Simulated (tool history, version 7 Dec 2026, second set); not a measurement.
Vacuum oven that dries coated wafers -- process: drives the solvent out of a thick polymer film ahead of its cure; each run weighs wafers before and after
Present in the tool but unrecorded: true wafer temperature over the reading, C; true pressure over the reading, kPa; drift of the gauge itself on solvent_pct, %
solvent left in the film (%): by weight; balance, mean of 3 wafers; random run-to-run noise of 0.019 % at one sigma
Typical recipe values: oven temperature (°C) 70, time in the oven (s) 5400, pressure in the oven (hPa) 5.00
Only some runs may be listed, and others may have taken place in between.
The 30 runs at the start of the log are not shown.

run	day	oven temperature (°C)	time in the oven (s)	pressure in the oven (hPa)	hours of work since the thermocouples were calibrated	hours of work since the vacuum gauge was cleaned of residue	solvent left in the film (%)
31	42.762	64	3720	10.30	1122	336	5.53
32	44.312	70	5400	13.44	1138	352	1.42
33	45.492	70	5400	13.44	1150	363	1.45
34	46.438	78	5400	7.18	1159	373	0.32
35	48.279	65	4740	5.21	1178	391	3.24
36	49.267	65	4740	5.21	1187	401	3.24
37	50.233	70	3360	8.66	1197	411	3.05
38	51.921	70	5400	8.85	1214	428	1.22

Run 39 is up next; what results do you expect?
39	52.900	64	4920	18.23	1224	437	?

solvent left in the film (%): 4.10
Were there no unlogged condition in the tool, this run, its random variation unchanged, would have produced solvent left in the film (%) 4.92.

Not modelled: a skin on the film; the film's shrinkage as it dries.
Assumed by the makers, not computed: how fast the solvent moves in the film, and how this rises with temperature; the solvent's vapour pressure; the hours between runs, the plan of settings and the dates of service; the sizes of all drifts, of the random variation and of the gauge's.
